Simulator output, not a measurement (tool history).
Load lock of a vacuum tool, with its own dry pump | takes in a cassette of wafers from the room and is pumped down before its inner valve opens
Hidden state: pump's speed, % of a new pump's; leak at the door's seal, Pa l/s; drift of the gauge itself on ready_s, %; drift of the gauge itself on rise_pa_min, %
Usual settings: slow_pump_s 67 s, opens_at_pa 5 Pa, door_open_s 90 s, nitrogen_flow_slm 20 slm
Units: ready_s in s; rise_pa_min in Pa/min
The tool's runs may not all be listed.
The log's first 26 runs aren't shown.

run,hour,slow_pump_s,opens_at_pa,door_open_s,nitrogen_flow_slm,hours that the pump has run since its overhaul,times that the door has closed on its seal,"incoming humidity of the room's air, %",ready_s,rise_pa_min
27,4474.9,84,5,75,5,6158,12655,41.6,136.9,0.119
28,4613,84,6,75,5,6296,13203,47.9,136.4,0.134
29,4812.2,125,10,90,20,6495,13994,42.1,165,0.103
30,4959.2,119,10,44,7,6643,14577,43.9,159.8,0.114
31,5078.6,46,10,44,7,6762,15051,46.6,101.8,0.122
32,5235.3,46,10,44,7,6919,15673,44.5,101.4,0.122
33,5388.6,67,6,93,20,7072,16282,45.6,122.6,0.131
34,5580.3,77,4,85,7,7264,17043,46.2,132.3,0.157
35,5805.8,77,4,85,7,7489,17938,44.2,132.6,0.158

Forecast run 36:
36,6023.6,52,5,90,20,7707,18803,44.4,?,?

{"run 36": {"ready_s": 110.6, "rise_pa_min": 0.148}}
Without the tool's hidden state the same run would have given ready_s 107.2 s, rise_pa_min 0.048 Pa/min.

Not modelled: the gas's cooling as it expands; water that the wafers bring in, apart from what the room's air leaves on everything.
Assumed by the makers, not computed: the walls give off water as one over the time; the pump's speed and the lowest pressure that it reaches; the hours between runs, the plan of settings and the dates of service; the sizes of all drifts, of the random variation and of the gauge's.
